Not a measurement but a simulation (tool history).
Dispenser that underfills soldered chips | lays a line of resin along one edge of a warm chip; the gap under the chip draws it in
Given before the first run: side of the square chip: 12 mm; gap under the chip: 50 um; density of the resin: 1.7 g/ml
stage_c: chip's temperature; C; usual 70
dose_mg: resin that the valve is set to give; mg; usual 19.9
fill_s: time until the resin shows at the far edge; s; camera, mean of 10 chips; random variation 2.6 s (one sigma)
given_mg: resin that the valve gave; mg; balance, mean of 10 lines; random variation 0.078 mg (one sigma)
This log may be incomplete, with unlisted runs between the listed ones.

run	hour	stage_c	dose_mg	fill_s	given_mg
1	0.0	70	19.9	311.8	20.09
2	2.2	70	19.9	351.9	19.88
# hour 3.2: new syringe of resin
3	4.6	70	19.9	275.5	19.90
4	7.8	70	19.9	315.9	19.93
# hour 10.9: new syringe of resin
5	12.5	70	19.9	285.0	19.94
6	14.6	70	23.2	307.0	23.25
7	16.7	70	22.7	342.0	22.73
# hour 18.6: new syringe of resin
8	21.2	70	22.7	281.2	22.60
9	24.5	70	22.7	335.0	22.34
# hour 26.6: new syringe of resin
10	27.0	70	19.9	258.3	19.66
11	30.5	70	19.9	311.1	19.62
12	33.9	70	19.9	364.1	19.54
# hour 34.4: new syringe of resin
13	38.3	70	19.9	312.4	19.45
14	40.7	70	19.9	347.8	19.53
# hour 42.2: new syringe of resin
15	45.0	70	19.9	298.9	19.53
16	48.9	70	19.9	357.1	19.54
# hour 49.9: new syringe of resin
17	51.9	70	19.9	285.3	19.57
18	54.8	70	19.9	335.5	19.39
# hour 58.0: new syringe of resin
19	58.9	57	20.0	466.8	19.34
20	61.0	57	20.0	519.3	19.34
# hour 65.7: new syringe of resin
21	65.8	76	18.9	201.3	18.47
22	69.3	69	17.2	321.5	16.58
23	72.9	71	18.0	344.9	17.33
# hour 73.6: new syringe of resin
24	76.8	71	18.0	288.7	17.35
# hour 81.3: new syringe of resin
25	81.3	71	18.0	249.0	17.28
26	84.0	70	18.8	293.7	18.14
27	87.7	70	18.8	349.0	18.00
# hour 89.1: new syringe of resin
28	90.9	70	18.8	284.7	17.98
29	94.4	70	17.5	340.1	16.82
# hour 97.0: new syringe of resin
30	97.3	65	22.5	314.1	21.31
31	102.3	65	22.5	402.4	21.25
# hour 104.7: new syringe of resin
32	106.5	65	22.5	332.0	21.34
33	110.5	62	25.6	456.2	24.10
# hour 112.5: new syringe of resin
34	113.6	77	23.8	201.8	22.43
35	118.3	77	23.8	252.8	22.33
# hour 120.3: new syringe of resin
36	123.5	82	22.9	185.7	21.44

Measured less the same run without the tool's hidden state. The same run-to-run variation is in both; the gauge's scatter may not be:
Hidden conditions of the tool in this case: resin's viscosity, % of fresh resin's; dose that the valve gives, % of what is set; true chip temperature over the reading, C; drift of the gauge itself on fill_s, %; drift of the gauge itself on given_mg, %.
run	fill_s	given_mg
1	+55.7	+0.11
2	+92.1	+0.08
3	+18.3	+0.05
4	+62.9	+0.01
5	+24.4	-0.04
6	+52.9	-0.07
7	+86.3	-0.10
8	+29.1	-0.15
9	+79.4	-0.19
10	+2.4	-0.20
11	+50.6	-0.24
12	+105.6	-0.28
13	+54.5	-0.32
14	+92.3	-0.36
15	+37.2	-0.40
16	+98.1	-0.44
17	+27.7	-0.48
18	+72.8	-0.51
19	+13.9	-0.55
20	+63.9	-0.57
21	-3.9	-0.60
22	+46.3	-0.57
23	+96.7	-0.64
24	+39.3	-0.68
25	-0.7	-0.72
26	+34.1	-0.79
27	+91.5	-0.83
28	+22.1	-0.87
29	+75.7	-0.85
30	+1.8	-1.11
31	+87.9	-1.18
32	+20.6	-1.24
33	+103.3	-1.46
34	+9.6	-1.40
35	+60.3	-1.46
36	+23.9	-1.47
